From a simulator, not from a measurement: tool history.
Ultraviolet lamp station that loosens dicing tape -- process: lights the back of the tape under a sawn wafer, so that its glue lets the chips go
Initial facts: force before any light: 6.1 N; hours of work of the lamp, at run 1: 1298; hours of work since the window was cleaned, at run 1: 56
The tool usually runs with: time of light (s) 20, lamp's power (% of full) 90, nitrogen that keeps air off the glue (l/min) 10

run,hour,time of light (s),lamp's power (% of full),nitrogen that keeps air off the glue (l/min),hours of work of the lamp,hours of work since the window was cleaned,force that peels the tape off (N),light that reached the tape (mJ/cm²)
1,0,20,90,10,1298,56,0.271,500
2,27.5,40,90,10,1314,72,0.104,997
3,85.1,40,90,10,1348,106,0.104,990
4,140.4,20,90,10,1381,138,0.27,492
5,175.8,20,90,10,1402,159,0.268,494
6,211.8,20,83,10,1423,180,0.334,461
7,277.2,20,83,10,1461,219,0.326,457
8,306.3,20,90,10,1479,236,0.269,500
9,354.9,13,92,10,1507,265,0.677,332
10,393.9,12,78,10,1530,288,1.037,259
11,451.7,12,64,10,1564,322,1.42,215
12,502.9,12,64,7,1594,352,1.662,211
13,551.1,27,77,4,1623,380,0.457,574
# hour 604.9: window cleaned of glue's vapour
14,613.2,12,90,10,1659,5,0.794,302
15,641.9,19,90,10,1676,22,0.316,471
16,709.4,35,82,20,1716,62,0.098,792

Consider 3 possible next runs. They are alternatives, not a sequence: every one starts from the tool as it was left by run 16. What does each give?
# hour 760.6: lamp changed
A,764.8,35,82,9,2,94,?,?
# hour 760.6: lamp changed
B,764.8,11,87,9,2,94,?,?
# hour 760.6: lamp changed
C,764.8,11,94,7,2,94,?,?

run,force that peels the tape off (N),light that reached the tape (mJ/cm²)
A,0.12,806
B,1.099,266
C,1.098,283
With no hidden state in the tool, these same runs would have given:
run,force that peels the tape off (N),light that reached the tape (mJ/cm²)
A,0.12,806
B,1.097,267
C,1.097,283
